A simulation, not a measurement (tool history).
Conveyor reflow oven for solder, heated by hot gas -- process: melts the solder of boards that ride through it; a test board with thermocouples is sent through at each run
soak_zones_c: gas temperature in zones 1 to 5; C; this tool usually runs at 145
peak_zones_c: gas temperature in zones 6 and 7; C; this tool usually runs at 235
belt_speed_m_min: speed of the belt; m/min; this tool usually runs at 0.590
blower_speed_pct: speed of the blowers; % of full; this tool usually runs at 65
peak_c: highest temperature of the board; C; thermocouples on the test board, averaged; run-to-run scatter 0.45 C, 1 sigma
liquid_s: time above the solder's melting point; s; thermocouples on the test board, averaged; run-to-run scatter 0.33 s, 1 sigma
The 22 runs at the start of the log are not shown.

run	hour	soak_zones_c	peak_zones_c	belt_speed_m_min	blower_speed_pct	peak_c	liquid_s
23	667.9	145	235	0.590	52	209.3	41.3
24	687.5	145	235	0.590	52	209.2	41.3
25	720.8	158	224	0.590	52	204.4	41.4
26	745.9	158	224	0.590	52	205.0	41.5
27	772.3	158	224	0.485	80	215.7	64.5
28	807.1	145	235	0.575	65	215.1	47.5
29	828.1	145	235	0.575	65	215.2	47.7
30	866.5	145	247	0.590	77	227.0	53.5
31	907.8	145	247	0.590	77	226.6	53.4

What if the next run were any one of these 3? Each begins from the tool's condition after run 31:
A	930.4	145	239	0.699	66	?	?
B	930.4	145	242	0.634	65	?	?
C	930.4	147	242	0.495	65	?	?

run	peak_c	liquid_s
A	210.0	34.7
B	215.7	43.2
C	226.4	65.1
Stripped of hidden state, with their random variation kept, the same runs would have yielded:
run	peak_c	liquid_s
A	213.4	36.8
B	218.6	44.5
C	228.3	65.0
